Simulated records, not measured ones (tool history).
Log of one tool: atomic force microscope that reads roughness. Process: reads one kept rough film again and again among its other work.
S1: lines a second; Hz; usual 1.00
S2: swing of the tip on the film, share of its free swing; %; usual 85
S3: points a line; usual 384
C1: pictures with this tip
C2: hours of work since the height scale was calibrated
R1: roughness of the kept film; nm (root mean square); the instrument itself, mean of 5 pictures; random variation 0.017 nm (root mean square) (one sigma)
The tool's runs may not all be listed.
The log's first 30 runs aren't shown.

run	hour	S1	S2	S3	C1	C2	R1
31	1017.9	0.56	63	384	33	848	4.061
32	1064.2	1.00	85	303	87	878	3.496
33	1089.6	1.31	58	763	117	895	3.450
34	1110.2	1.31	58	763	141	909	3.280
# hour 1113.2: height scale calibrated on a step standard
35	1133.0	1.31	58	763	167	13	3.186
# hour 1167.1: new tip fitted
36	1173.5	1.36	89	384	7	40	4.087
37	1194.3	2.40	85	384	32	53	3.768
# hour 1210.1: height scale calibrated on a step standard, once more
38	1234.9	3.25	85	384	78	16	3.244
39	1259.3	3.25	85	384	107	33	3.029
40	1304.1	0.55	72	650	159	62	3.097
# hour 1343.4: new tip fitted
41	1350.4	1.00	83	445	8	92	4.096
42	1385.7	1.00	83	445	49	116	3.736
43	1408.6	1.00	64	445	76	131	3.649
44	1432.5	1.00	64	445	104	147	3.447
45	1466.7	1.00	64	445	144	169	3.181
46	1503.7	0.51	73	702	188	194	2.966
# hour 1520.9: new tip fitted
47	1542.5	0.52	77	894	26	219	4.109
48	1586.1	0.64	85	469	77	248	3.575
49	1616.3	1.00	89	824	112	268	3.323
50	1653.6	1.00	64	672	156	293	3.170
51	1684.7	2.07	57	672	192	313	2.935
# hour 1697.9: new tip fitted
52	1723.8	0.89	68	384	30	339	4.058
53	1744.5	1.07	56	262	55	353	3.797

Forecast each of these 3 alternatives for the next run:
A	1781.4	1.53	62	384	98	377	?
B	1781.4	0.88	85	341	98	377	?
C	1781.4	3.65	83	341	98	377	?

run	R1
A	3.449
B	3.401
C	3.069
Without the tool's hidden state the same runs would have given:
run	R1
A	4.269
B	4.207
C	3.798
